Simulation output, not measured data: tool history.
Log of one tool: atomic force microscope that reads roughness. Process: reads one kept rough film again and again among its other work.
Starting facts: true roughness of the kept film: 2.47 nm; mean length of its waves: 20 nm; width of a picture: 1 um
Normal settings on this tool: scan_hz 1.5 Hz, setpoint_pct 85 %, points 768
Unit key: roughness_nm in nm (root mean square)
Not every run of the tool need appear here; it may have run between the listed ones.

| run | hour | scan_hz | setpoint_pct | points | roughness_nm |
|---|---|---|---|---|---|
| 1 | 0 | 1.5 | 85 | 768 | 1.48 |
| 2 | 10 | 1.5 | 85 | 768 | 1.406 |
|  | 28.3 | new tip fitted |
| 3 | 30.7 | 1.5 | 85 | 768 | 1.771 |
| 4 | 51.1 | 1.5 | 85 | 768 | 1.613 |
|  | 54.4 | height scale calibrated on a step standard |
| 5 | 67.3 | 1.89 | 85 | 768 | 1.472 |
| 6 | 81.8 | 1.89 | 85 | 768 | 1.38 |
|  | 97.2 | height scale calibrated on a step standard, once more |
| 7 | 102.9 | 1.89 | 85 | 768 | 1.284 |
|  | 105.5 | new tip fitted |
| 8 | 124.9 | 1.04 | 68 | 984 | 1.791 |

Forecast run 9:
| 9 | 148.7 | 1.04 | 68 | 984 | ? |

roughness_nm: 1.615 nm (root mean square)
Minus the tool's unlogged condition, the same run would have read roughness_nm 2.013 nm (root mean square).

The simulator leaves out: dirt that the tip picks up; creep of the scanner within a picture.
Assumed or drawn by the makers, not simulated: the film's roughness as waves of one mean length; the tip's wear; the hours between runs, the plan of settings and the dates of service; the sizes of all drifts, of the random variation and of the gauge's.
